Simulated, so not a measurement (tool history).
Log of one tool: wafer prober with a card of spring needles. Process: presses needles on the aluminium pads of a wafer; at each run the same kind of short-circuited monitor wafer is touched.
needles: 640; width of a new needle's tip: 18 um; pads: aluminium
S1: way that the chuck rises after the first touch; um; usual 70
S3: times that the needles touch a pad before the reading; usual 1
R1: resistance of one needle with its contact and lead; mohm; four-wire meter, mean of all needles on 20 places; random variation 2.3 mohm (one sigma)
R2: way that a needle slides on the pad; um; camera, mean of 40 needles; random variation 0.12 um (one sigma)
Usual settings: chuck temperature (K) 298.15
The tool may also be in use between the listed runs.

Run 1, hour 0: usual settings. Result: R1 260 mohm, R2 14.77 um.
At hour 4.8: tips cleaned on abrasive film.
At hour 9.1: tips cleaned on abrasive film.
Run 2, hour 9.6: usual settings. Result: R1 259 mohm, R2 14.44 um.
At hour 13.7: tips cleaned on abrasive film.
Run 3, hour 16.4: usual settings but S1 60 um. Result: R1 283 mohm, R2 12.49 um.
At hour 18.3: tips cleaned on abrasive film.
At hour 22.7: tips cleaned on abrasive film.
Run 4, hour 24.5: usual settings. Result: R1 275 mohm, R2 14.65 um.
At hour 26.9: tips cleaned on abrasive film.
At hour 31.2: tips cleaned on abrasive film.
Run 5, hour 33.1: usual settings. Result: R1 274 mohm, R2 14.56 um.
At hour 34.7: tips cleaned on abrasive film, once more.
At hour 39.7: tips cleaned on abrasive film.
Run 6, hour 40.8: usual settings. Result: R1 271 mohm, R2 14.48 um.
At hour 44: tips cleaned on abrasive film.
Run 7, hour 45.7: usual settings. Result: R1 274 mohm, R2 14.54 um.
At hour 48.7: tips cleaned on abrasive film.
Run 8, hour 52.5: usual settings. Result: R1 289 mohm, R2 14.35 um.
At hour 53.1: tips cleaned on abrasive film.
At hour 57.4: tips cleaned on abrasive film.
Run 9, hour 57.4: usual settings. Result: R1 257 mohm, R2 14.4 um.
At hour 62.1: tips cleaned on abrasive film.
Run 10, hour 62.9: usual settings. Result: R1 267 mohm, R2 14.54 um.
At hour 66.7: tips cleaned on abrasive film.
Run 11, hour 67.1: usual settings. Result: R1 261 mohm, R2 14.5 um.
At hour 70.9: tips cleaned on abrasive film.
Run 12, hour 72.6: usual settings. Result: R1 277 mohm, R2 14.37 um.
At hour 75.2: tips cleaned on abrasive film.
At hour 79.4: tips cleaned on abrasive film.
Run 13, hour 81.3: usual settings. Result: R1 275 mohm, R2 14.35 um.
At hour 83.7: tips cleaned on abrasive film.
Run 14, hour 86.8: usual settings. Result: R1 286 mohm, R2 14.41 um.
At hour 88.4: tips cleaned on abrasive film.
At hour 93: tips cleaned on abrasive film.
Run 15, hour 95.1: usual settings but chuck temperature (K) 319.15. Result: R1 282 mohm, R2 14.27 um.
At hour 97.3: tips cleaned on abrasive film.
Run 16, hour 100.4: usual settings but chuck temperature (K) 319.15. Result: R1 288 mohm, R2 14.24 um.
At hour 101.9: tips cleaned on abrasive film.
At hour 106.4: tips cleaned on abrasive film.
Run 17, hour 108.5: usual settings but chuck temperature (K) 319.15. Result: R1 285 mohm, R2 14.46 um.
At hour 110.6: tips cleaned on abrasive film.
Run 18, hour 113.4: usual settings but S1 75 um, chuck temperature (K) 308.15. Result: R1 282 mohm, R2 15.44 um.
At hour 115.1: tips cleaned on abrasive film.
Run 19, hour 119.1: usual settings but S1 64 um, chuck temperature (K) 362.15. Result: R1 311 mohm, R2 13 um.
At hour 119.7: tips cleaned on abrasive film.
At hour 124.1: tips cleaned on abrasive film.
Run 20, hour 127.7: usual settings but S1 64 um, chuck temperature (K) 362.15. Result: R1 309 mohm, R2 13 um.
At hour 128.6: tips cleaned on abrasive film.
At hour 132.9: tips cleaned on abrasive film.
Run 21, hour 134.9: usual settings but S1 55 um, chuck temperature (K) 328.15. Result: R1 302 mohm, R2 11 um.
At hour 137.8: tips cleaned on abrasive film.
Run 22, hour 140.4: usual settings but S1 55 um, chuck temperature (K) 328.15. Result: R1 299 mohm, R2 11.13 um.
At hour 142.1: tips cleaned on abrasive film.
At hour 146.7: tips cleaned on abrasive film.
Run 23, hour 150.2: usual settings but S1 60 um, chuck temperature (K) 362.15. Result: R1 314 mohm, R2 12.01 um.
At hour 150.9: tips cleaned on abrasive film.
At hour 155.5: tips cleaned on abrasive film.
Run 24, hour 158.9: usual settings but S1 60 um, chuck temperature (K) 362.15. Result: R1 317 mohm, R2 11.93 um.
At hour 160: tips cleaned on abrasive film.
At hour 164.2: tips cleaned on abrasive film.
Run 25, hour 166.4: usual settings but chuck temperature (K) 392.15. Result: R1 305 mohm, R2 13.94 um.
At hour 168.7: tips cleaned on abrasive film.
Run 26, hour 171.7: usual settings but S1 88 um, chuck temperature (K) 325.15. Result: R1 279 mohm, R2 17.84 um.
At hour 173: tips cleaned on abrasive film.
At hour 177.3: tips cleaned on abrasive film.
Run 27, hour 178.3: usual settings but S1 57 um. Result: R1 276 mohm, R2 11.32 um.
At hour 182.1: tips cleaned on abrasive film.
Run 28, hour 184.2: usual settings but S1 65 um, chuck temperature (K) 302.15. Result: R1 283 mohm, R2 13.12 um.
At hour 186.6: tips cleaned on abrasive film.
Run 29, hour 189: usual settings but S1 65 um, chuck temperature (K) 373.15, S3 2. Result: R1 296 mohm, R2 12.88 um.
At hour 191.2: tips cleaned on abrasive film.
Run 30, hour 193.3: usual settings but S1 75 um, chuck temperature (K) 334.15, S3 2. Result: R1 279 mohm, R2 15.22 um.
At hour 195.9: tips cleaned on abrasive film.
Run 31, hour 197.7: usual settings but S1 53 um, chuck temperature (K) 324.15, S3 2. Result: R1 288 mohm, R2 10.06 um.

Forecast each of these 5 alternatives for the next run:
At hour 200.6: tips cleaned on abrasive film.
Run A, hour 204.6: usual settings but S1 74 um, S3 2. Result: R1 ?, R2 ?.
At hour 200.6: tips cleaned on abrasive film.
Run B, hour 204.6: usual settings but S1 82 um, chuck temperature (K) 308.15, S3 2. Result: R1 ?, R2 ?.
At hour 200.6: tips cleaned on abrasive film.
Run C, hour 204.6: usual settings but S1 64 um, chuck temperature (K) 326.15. Result: R1 ?, R2 ?.
At hour 200.6: tips cleaned on abrasive film.
Run D, hour 204.6: usual settings but chuck temperature (K) 314.15. Result: R1 ?, R2 ?.
At hour 200.6: tips cleaned on abrasive film.
Run E, hour 204.6: usual settings but S1 73 um, chuck temperature (K) 304.15, S3 2. Result: R1 ?, R2 ?.

run   R1     R2
  A  276  14.63
  B  273  16.55
  C  308  12.59
  D  298  13.84
  E  276  14.58
Without the tool's hidden state the same runs would have given:
run   R1     R2
  A  254  15.69
  B  255  17.61
  C  263  13.66
  D  259   14.9
  E  254  15.65
